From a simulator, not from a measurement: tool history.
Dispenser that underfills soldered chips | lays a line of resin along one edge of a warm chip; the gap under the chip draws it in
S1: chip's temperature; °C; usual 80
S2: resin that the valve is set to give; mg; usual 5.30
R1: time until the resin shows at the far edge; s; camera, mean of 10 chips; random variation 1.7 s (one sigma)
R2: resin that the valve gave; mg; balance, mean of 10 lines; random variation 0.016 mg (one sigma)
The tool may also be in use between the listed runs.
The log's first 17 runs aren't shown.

| run | hour | S1 | S2 | R1 | R2 |
|---|---|---|---|---|---|
|  | 118.2 | new syringe of resin |
| 18 | 119.2 | 68 | 5.46 | 305.1 | 5.29 |
|  | 121.4 | dispensing valve cleaned and set on the balance |
| 19 | 123.8 | 83 | 5.05 | 171.0 | 5.04 |
|  | 127.4 | new syringe of resin |
| 20 | 132.7 | 83 | 6.73 | 174.7 | 6.69 |
|  | 135.4 | new syringe of resin |
| 21 | 139.2 | 83 | 6.73 | 160.5 | 6.68 |
|  | 143.2 | new syringe of resin |
| 22 | 146.3 | 93 | 5.27 | 97.5 | 5.23 |
|  | 151.3 | new syringe of resin |
| 23 | 153.0 | 93 | 5.45 | 89.4 | 5.37 |
|  | 159.3 | new syringe of resin |
| 24 | 161.0 | 80 | 5.09 | 172.7 | 5.01 |
|  | 167.0 | new syringe of resin |
| 25 | 170.2 | 80 | 6.14 | 183.1 | 6.01 |
|  | 174.9 | new syringe of resin |
| 26 | 175.5 | 80 | 6.14 | 158.3 | 5.96 |
| 27 | 181.8 | 80 | 6.14 | 213.9 | 5.98 |
|  | 182.8 | new syringe of resin |
|  | 190.6 | new syringe of resin |
| 28 | 190.6 | 93 | 5.87 | 85.5 | 5.68 |
| 29 | 197.0 | 93 | 5.87 | 113.9 | 5.65 |
|  | 198.6 | new syringe of resin |
|  | 202.4 | dispensing valve cleaned and set on the balance |
| 30 | 202.7 | 93 | 5.87 | 94.6 | 5.87 |
|  | 207.6 | new syringe of resin |
| 31 | 210.3 | 68 | 5.55 | 326.5 | 5.50 |
|  | 215.6 | new syringe of resin |
| 32 | 218.1 | 77 | 6.07 | 201.3 | 6.06 |

Forecast each of these 5 alternatives for the next run:
| A | 221.9 | 80 | 4.94 | ? | ? |
| B | 221.9 | 89 | 5.76 | ? | ? |
| C | 221.9 | 77 | 5.68 | ? | ? |
| D | 221.9 | 77 | 6.78 | ? | ? |
| E | 221.9 | 80 | 6.07 | ? | ? |

| run | R1 | R2 |
|---|---|---|
| A | 216.5 | 4.89 |
| B | 133.1 | 5.71 |
| C | 243.2 | 5.61 |
| D | 238.3 | 6.77 |
| E | 205.5 | 6.01 |
Without the tool's hidden state the same runs would have given:
| run | R1 | R2 |
|---|---|---|
| A | 174.6 | 4.93 |
| B | 107.0 | 5.75 |
| C | 196.6 | 5.66 |
| D | 192.8 | 6.83 |
| E | 166.0 | 6.06 |

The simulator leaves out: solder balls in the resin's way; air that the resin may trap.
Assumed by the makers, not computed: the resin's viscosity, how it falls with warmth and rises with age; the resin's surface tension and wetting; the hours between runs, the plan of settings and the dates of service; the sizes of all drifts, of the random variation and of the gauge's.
